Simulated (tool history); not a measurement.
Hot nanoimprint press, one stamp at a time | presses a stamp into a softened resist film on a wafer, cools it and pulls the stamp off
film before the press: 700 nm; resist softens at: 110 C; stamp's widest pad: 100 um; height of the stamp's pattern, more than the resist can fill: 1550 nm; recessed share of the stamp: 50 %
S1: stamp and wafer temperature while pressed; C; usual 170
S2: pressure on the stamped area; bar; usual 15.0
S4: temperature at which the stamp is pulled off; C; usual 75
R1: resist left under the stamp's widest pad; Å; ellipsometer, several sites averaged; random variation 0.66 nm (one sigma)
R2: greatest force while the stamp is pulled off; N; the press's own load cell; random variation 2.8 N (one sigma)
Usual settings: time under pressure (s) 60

{"run": 1, "hour": 0.0, "S1": 170, "S2": 15.0, "time under pressure (s)": 60, "S4": 75, "R1": 2613, "R2": 231}
{"run": 2, "hour": 10.6, "S1": 170, "S2": 15.0, "time under pressure (s)": 60, "S4": 75, "R1": 2600, "R2": 234}
{"run": 3, "hour": 22.9, "S1": 161, "S2": 15.0, "time under pressure (s)": 60, "S4": 75, "R1": 4399, "R2": 233}
{"run": 4, "hour": 38.0, "S1": 161, "S2": 15.0, "time under pressure (s)": 60, "S4": 75, "R1": 4390, "R2": 223}
{"run": 5, "hour": 54.7, "S1": 177, "S2": 15.0, "time under pressure (s)": 60, "S4": 75, "R1": 1695, "R2": 234}
{"run": 6, "hour": 63.5, "S1": 177, "S2": 15.0, "time under pressure (s)": 60, "S4": 75, "R1": 1697, "R2": 231}
{"run": 7, "hour": 79.3, "S1": 170, "S2": 13.3, "time under pressure (s)": 60, "S4": 75, "R1": 2757, "R2": 230}
{"run": 8, "hour": 90.6, "S1": 170, "S2": 15.0, "time under pressure (s)": 60, "S4": 75, "R1": 2582, "R2": 229}
{"run": 9, "hour": 100.9, "S1": 170, "S2": 15.0, "time under pressure (s)": 60, "S4": 75, "R1": 2590, "R2": 234}
{"run": 10, "hour": 113.0, "S1": 170, "S2": 15.0, "time under pressure (s)": 60, "S4": 75, "R1": 2585, "R2": 238}
{"run": 11, "hour": 127.4, "S1": 170, "S2": 15.0, "time under pressure (s)": 60, "S4": 75, "R1": 2582, "R2": 233}
{"run": 12, "hour": 138.2, "S1": 170, "S2": 15.0, "time under pressure (s)": 60, "S4": 75, "R1": 2592, "R2": 234}
{"run": 13, "hour": 154.3, "S1": 170, "S2": 15.0, "time under pressure (s)": 60, "S4": 75, "R1": 2580, "R2": 230}
{"run": 14, "hour": 169.6, "S1": 170, "S2": 15.0, "time under pressure (s)": 60, "S4": 75, "R1": 2578, "R2": 229}
{"run": 15, "hour": 177.9, "S1": 164, "S2": 15.0, "time under pressure (s)": 60, "S4": 75, "R1": 3659, "R2": 236}
{"run": 16, "hour": 185.0, "S1": 170, "S2": 15.0, "time under pressure (s)": 60, "S4": 79, "R1": 2579, "R2": 216}
{"run": 17, "hour": 192.6, "S1": 170, "S2": 11.5, "time under pressure (s)": 111, "S4": 77, "R1": 2260, "R2": 220}

Forecast run 18:
{"run": 18, "hour": 203.2, "S1": 170, "S2": 11.5, "time under pressure (s)": 111, "S4": 77, "R1": "?", "R2": "?"}

Run 18 gave R1 2255 Å, R2 226 N.
Without the tool's hidden state the same run would have given R1 2286 Å, R2 225 N.
